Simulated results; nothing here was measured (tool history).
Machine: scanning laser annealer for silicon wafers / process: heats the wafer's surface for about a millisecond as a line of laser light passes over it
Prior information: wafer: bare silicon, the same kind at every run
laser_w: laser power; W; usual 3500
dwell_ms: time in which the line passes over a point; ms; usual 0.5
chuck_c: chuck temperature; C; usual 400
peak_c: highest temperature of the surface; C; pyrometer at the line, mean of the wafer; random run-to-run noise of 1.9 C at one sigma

run   hour  laser_w  dwell_ms  chuck_c  peak_c
  1      0     3500       0.5      400    1191
  2   66.8     3500       0.5      400    1184
  3  153.1     3500       0.5      400    1180
  4  196.5     3500       0.5      400    1178
  5  264.7     3500     0.446      400    1138
  6  347.6     3500     0.446      400    1159
  7  400.5     3500     0.572      400    1241
  8  477.3     3500     0.572      400    1239
  9  517.4     3136     0.387      404    1023
 10  602.6     3159     0.553      374    1104

Between the runs listed above, the log contained 2 entries, not reproduced here. Where in the sequence does each belong, and how does what the log doesn't record of the tool's condition differ from the listed run before to the listed run after?
Runs 1 to 2: window over the wafer cleaned (hour 29.6)
  light that passes the window, % of a clean one's: 98.49 -> 98.09; laser's true power over the reading, %: -0.19 -> -0.2; width of the line over the set one, %: 0.58 -> 0.75
  measured minus no-state result, peak_c: -19 -> -24 C
Runs 5 to 6: window over the wafer cleaned, once more (hour 337.1)
  light that passes the window, % of a clean one's: 97.53 -> 99.85; laser's true power over the reading, %: -0.26 -> -0.29; width of the line over the set one, %: 1.22 -> 1.41
  measured minus no-state result, peak_c: -30 -> -11 C
